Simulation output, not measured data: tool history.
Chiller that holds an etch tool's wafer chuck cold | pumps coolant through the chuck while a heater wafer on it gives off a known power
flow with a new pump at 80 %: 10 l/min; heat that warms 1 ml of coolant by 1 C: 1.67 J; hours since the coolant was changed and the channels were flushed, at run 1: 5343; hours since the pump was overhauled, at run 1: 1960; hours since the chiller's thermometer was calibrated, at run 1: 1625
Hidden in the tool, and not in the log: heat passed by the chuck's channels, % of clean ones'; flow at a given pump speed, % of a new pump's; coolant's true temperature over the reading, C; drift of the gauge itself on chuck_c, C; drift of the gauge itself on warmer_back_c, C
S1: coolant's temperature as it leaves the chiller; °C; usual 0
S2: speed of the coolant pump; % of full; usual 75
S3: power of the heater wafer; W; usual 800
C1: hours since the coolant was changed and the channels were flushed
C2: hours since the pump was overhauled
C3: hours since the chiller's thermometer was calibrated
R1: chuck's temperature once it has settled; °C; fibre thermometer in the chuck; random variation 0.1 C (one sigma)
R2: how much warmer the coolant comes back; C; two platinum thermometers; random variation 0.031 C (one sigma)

Run 1, hour 0: usual settings; C1 5343; C2 1960; C3 1625. Result: R1 10.2 °C, R2 3.26 C.
Run 2, hour 41.6: usual settings but S3 602 W; C1 5385; C2 2002; C3 1666. Result: R1 7.8 °C, R2 2.45 C.
Run 3, hour 120.1: usual settings but S2 68 % of full; C1 5464; C2 2080; C3 1745. Result: R1 11.3 °C, R2 3.63 C.
Run 4, hour 201.4: usual settings; C1 5545; C2 2162; C3 1826. Result: R1 10.4 °C, R2 3.28 C.
Run 5, hour 285.5: usual settings; C1 5629; C2 2246; C3 1910. Result: R1 10.6 °C, R2 3.28 C.
Run 6, hour 374.3: usual settings but S3 1065 W; C1 5718; C2 2334; C3 1999. Result: R1 13.8 °C, R2 4.48 C.
At hour 413.5: chiller's thermometer calibrated.
Run 7, hour 464.8: usual settings but S3 1065 W; C1 5807; C2 2424; C3 51. Result: R1 13.7 °C, R2 4.45 C.
Run 8, hour 539.4: usual settings but S3 1065 W; C1 5882; C2 2499; C3 126. Result: R1 13.7 °C, R2 4.42 C.
Run 9, hour 616.3: usual settings but S3 1065 W; C1 5959; C2 2575; C3 203. Result: R1 13.8 °C, R2 4.41 C.
Run 10, hour 700.2: usual settings but S3 1065 W; C1 6043; C2 2659; C3 287. Result: R1 13.7 °C, R2 4.39 C.
Run 11, hour 758.6: usual settings but S3 1065 W; C1 6101; C2 2718; C3 345. Result: R1 13.9 °C, R2 4.45 C.
Run 12, hour 834.7: usual settings; C1 6177; C2 2794; C3 421. Result: R1 10.5 °C, R2 3.39 C.
Run 13, hour 916.6: usual settings; C1 6259; C2 2876; C3 503. Result: R1 10.6 °C, R2 3.37 C.
Run 14, hour 989.8: usual settings; C1 6332; C2 2949; C3 576. Result: R1 10.8 °C, R2 3.37 C.
Run 15, hour 1070.1: usual settings; C1 6413; C2 3029; C3 657. Result: R1 10.5 °C, R2 3.37 C.
Run 16, hour 1153.5: usual settings; C1 6496; C2 3113; C3 740. Result: R1 10.7 °C, R2 3.34 C.
Run 17, hour 1198.1: usual settings but S1 -1 °C, S2 92 % of full, S3 477 W; C1 6541; C2 3157; C3 785. Result: R1 4.4 °C, R2 1.63 C.
Run 18, hour 1278.9: usual settings but S1 -2 °C, S2 74 % of full, S3 806 W; C1 6621; C2 3238; C3 865. Result: R1 8.9 °C, R2 3.51 C.
Run 19, hour 1355.1: usual settings but S1 5 °C, S2 88 % of full, S3 416 W; C1 6698; C2 3314; C3 942. Result: R1 10.1 °C, R2 1.48 C.
At hour 1396.3: coolant changed, channels flushed.
Run 20, hour 1431.7: usual settings but S1 -7 °C, S2 70 % of full, S3 416 W; C1 35; C2 3385; C3 1012. Result: R1 -2 °C, R2 1.92 C.
Run 21, hour 1476.3: usual settings but S3 480 W; C1 80; C2 3429; C3 1057. Result: R1 5.5 °C, R2 2.08 C.
Run 22, hour 1568.2: usual settings but S1 3 °C, S2 85 % of full, S3 936 W; C1 172; C2 3521; C3 1149. Result: R1 12.7 °C, R2 3.55 C.
Run 23, hour 1627.2: usual settings but S1 1 °C, S2 86 % of full, S3 789 W; C1 231; C2 3580; C3 1208. Result: R1 9.1 °C, R2 2.95 C.
Run 24, hour 1714.5: usual settings but S1 1 °C, S2 86 % of full, S3 789 W; C1 318; C2 3668; C3 1295. Result: R1 9.2 °C, R2 2.96 C.
Run 25, hour 1758.6: usual settings but S1 1 °C, S2 73 % of full, S3 525 W; C1 362; C2 3712; C3 1339. Result: R1 7.3 °C, R2 2.28 C.
Run 26, hour 1848.1: usual settings but S1 1 °C, S2 73 % of full, S3 525 W; C1 452; C2 3801; C3 1429. Result: R1 7.3 °C, R2 2.32 C.
Run 27, hour 1941.4: usual settings but S1 1 °C, S2 73 % of full, S3 525 W; C1 545; C2 3895; C3 1522. Result: R1 7.2 °C, R2 2.35 C.
Run 28, hour 1998.6: usual settings but S1 7 °C, S3 977 W; C1 602; C2 3952; C3 1579. Result: R1 18.4 °C, R2 4.26 C.
Run 29, hour 2051.9: usual settings but S1 8 °C, S2 64 % of full, S3 977 W; C1 656; C2 4005; C3 1632. Result: R1 21 °C, R2 5.01 C.
Run 30, hour 2123.3: usual settings but S1 -7 °C, S2 60 % of full; C1 727; C2 4076; C3 1704. Result: R1 4.4 °C, R2 4.37 C.
Run 31, hour 2194.3: usual settings but S1 -7 °C, S2 60 % of full; C1 798; C2 4147; C3 1775. Result: R1 4.4 °C, R2 4.38 C.

Forecast each of these 3 alternatives for the next run:
Run A, hour 2271.2: usual settings but S1 -7 °C, S2 60 % of full, S3 815 W; C1 875; C2 4224; C3 1852. Result: R1 ?, R2 ?.
Run B, hour 2271.2: usual settings but S1 4 °C, S2 96 % of full; C1 875; C2 4224; C3 1852. Result: R1 ?, R2 ?.
Run C, hour 2271.2: usual settings but S1 -4 °C, S2 78 % of full, S3 722 W; C1 875; C2 4224; C3 1852. Result: R1 ?, R2 ?.

run   R1    R2
  A  4.6  4.53
  B   12  2.72
  C  4.3  3.04
Without the tool's hidden state the same runs would have given:
run    R1    R2
  A     3     4
  B  10.8   2.4
  C     3  2.68
